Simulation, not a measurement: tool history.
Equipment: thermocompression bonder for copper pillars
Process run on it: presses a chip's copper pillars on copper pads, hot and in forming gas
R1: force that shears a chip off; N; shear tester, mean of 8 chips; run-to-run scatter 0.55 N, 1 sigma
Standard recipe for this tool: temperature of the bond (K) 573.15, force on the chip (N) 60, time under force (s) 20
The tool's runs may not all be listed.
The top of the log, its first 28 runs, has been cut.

run 29 hour=533.1 | temperature_of_the_bond_(K)=578.15 force_on_the_chip_(N)=64 time_under_force_(s)=20 | R1=62
run 30 hour=558 | temperature_of_the_bond_(K)=588.15 force_on_the_chip_(N)=60 time_under_force_(s)=42 | R1=86
run 31 hour=574.3 | temperature_of_the_bond_(K)=588.15 force_on_the_chip_(N)=60 time_under_force_(s)=42 | R1=84.8
run 32 hour=594.8 | temperature_of_the_bond_(K)=588.15 force_on_the_chip_(N)=60 time_under_force_(s)=42 | R1=86.3
run 33 hour=622 | temperature_of_the_bond_(K)=547.15 force_on_the_chip_(N)=48 time_under_force_(s)=13 | R1=22.4
run 34 hour=637.9 | temperature_of_the_bond_(K)=547.15 force_on_the_chip_(N)=48 time_under_force_(s)=13 | R1=21.8
run 35 hour=661 | temperature_of_the_bond_(K)=566.15 force_on_the_chip_(N)=60 time_under_force_(s)=25 | R1=53.8
run 36 hour=678.3 | temperature_of_the_bond_(K)=566.15 force_on_the_chip_(N)=60 time_under_force_(s)=25 | R1=52.5

Here are 5 independent what-if runs from the current tool condition. What would each one return?
run A hour=703.8 | temperature_of_the_bond_(K)=566.15 force_on_the_chip_(N)=43 time_under_force_(s)=25 | R1=?
run B hour=703.8 | temperature_of_the_bond_(K)=573.15 force_on_the_chip_(N)=52 time_under_force_(s)=11 | R1=?
run C hour=703.8 | temperature_of_the_bond_(K)=574.15 force_on_the_chip_(N)=52 time_under_force_(s)=19 | R1=?
run D hour=703.8 | temperature_of_the_bond_(K)=580.15 force_on_the_chip_(N)=60 time_under_force_(s)=37 | R1=?
run E hour=703.8 | temperature_of_the_bond_(K)=547.15 force_on_the_chip_(N)=60 time_under_force_(s)=32 | R1=?

run=A R1=35.8
run=B R1=35.4
run=C R1=46
run=D R1=74.3
run=E R1=42.8
With the hidden condition removed and each run's random variation left untouched, the same runs would have given:
run=A R1=35.2
run=B R1=34.9
run=C R1=45.5
run=D R1=74.4
run=E R1=41.9

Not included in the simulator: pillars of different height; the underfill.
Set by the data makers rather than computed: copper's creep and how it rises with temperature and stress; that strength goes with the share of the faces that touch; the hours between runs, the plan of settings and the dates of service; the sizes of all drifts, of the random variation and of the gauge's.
